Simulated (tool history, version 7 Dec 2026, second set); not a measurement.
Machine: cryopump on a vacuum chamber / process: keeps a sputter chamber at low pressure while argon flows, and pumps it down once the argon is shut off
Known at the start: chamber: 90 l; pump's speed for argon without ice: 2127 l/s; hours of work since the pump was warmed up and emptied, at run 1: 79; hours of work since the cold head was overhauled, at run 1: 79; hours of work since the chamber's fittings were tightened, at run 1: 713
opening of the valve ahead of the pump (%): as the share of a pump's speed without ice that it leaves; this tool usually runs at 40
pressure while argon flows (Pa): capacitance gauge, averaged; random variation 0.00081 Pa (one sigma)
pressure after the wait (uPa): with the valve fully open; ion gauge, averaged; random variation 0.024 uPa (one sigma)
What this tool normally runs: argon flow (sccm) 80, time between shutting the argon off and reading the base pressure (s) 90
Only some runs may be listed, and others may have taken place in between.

| run | hour | argon flow (sccm) | time between shutting the argon off and reading the base pressure (s) | opening of the valve ahead of the pump (%) | hours of work since the pump was warmed up and emptied | hours of work since the cold head was overhauled | hours of work since the chamber's fittings were tightened | pressure while argon flows (Pa) | pressure after the wait (uPa) |
|---|---|---|---|---|---|---|---|---|---|
| 1 | 0.0 | 80 | 90 | 40 | 79 | 79 | 713 | 0.1619 | 1.75 |
| 2 | 61.1 | 80 | 90 | 20 | 129 | 129 | 763 | 0.3228 | 1.81 |
| 3 | 118.0 | 80 | 90 | 20 | 176 | 176 | 810 | 0.3204 | 1.87 |
| 4 | 169.7 | 114 | 90 | 40 | 219 | 219 | 852 | 0.2348 | 1.93 |
| 5 | 237.5 | 114 | 90 | 40 | 275 | 275 | 908 | 0.2359 | 2.06 |
| 6 | 301.3 | 80 | 90 | 40 | 327 | 327 | 960 | 0.1677 | 2.14 |
| 7 | 352.5 | 80 | 90 | 40 | 369 | 369 | 1003 | 0.1682 | 2.19 |
| 8 | 406.7 | 80 | 90 | 52 | 414 | 414 | 1047 | 0.1342 | 2.28 |
| 9 | 487.4 | 80 | 90 | 52 | 480 | 480 | 1113 | 0.1344 | 2.39 |
| 10 | 525.4 | 80 | 90 | 52 | 511 | 511 | 1145 | 0.1365 | 2.47 |
|  | 566.2 | leaking fittings of the chamber tightened, without venting |
| 11 | 572.6 | 90 | 112 | 51 | 549 | 549 | 5 | 0.1581 | 0.78 |
| 12 | 609.6 | 90 | 112 | 51 | 579 | 579 | 36 | 0.1578 | 0.80 |
| 13 | 656.5 | 34 | 260 | 17 | 618 | 618 | 74 | 0.1656 | 0.53 |
|  | 696.2 | pump warmed up, emptied and cooled again |
| 14 | 729.0 | 92 | 83 | 40 | 27 | 673 | 130 | 0.1863 | 1.09 |
| 15 | 802.1 | 92 | 83 | 40 | 87 | 733 | 190 | 0.1860 | 1.13 |
| 16 | 843.8 | 92 | 83 | 40 | 121 | 767 | 224 | 0.1861 | 1.18 |
| 17 | 913.2 | 92 | 83 | 40 | 178 | 825 | 281 | 0.1872 | 1.24 |
| 18 | 994.5 | 35 | 110 | 40 | 245 | 891 | 348 | 0.0728 | 1.12 |

Alternative continuations, all from the tool just after run 18; predict every row:
| A | 1047.9 | 60 | 77 | 38 | 289 | 935 | 392 | ? | ? |
| B | 1047.9 | 80 | 158 | 17 | 289 | 935 | 392 | ? | ? |
| C | 1047.9 | 148 | 48 | 42 | 289 | 935 | 392 | ? | ? |

| run | pressure while argon flows (Pa) | pressure after the wait (uPa) |
|---|---|---|
| A | 0.1311 | 1.46 |
| B | 0.3825 | 1.08 |
| C | 0.2955 | 2.02 |
Stripped of hidden state, with their random variation kept, the same runs would have yielded:
| run | pressure while argon flows (Pa) | pressure after the wait (uPa) |
|---|---|---|
| A | 0.1257 | 0.97 |
| B | 0.3752 | 0.59 |
| C | 0.2820 | 1.52 |
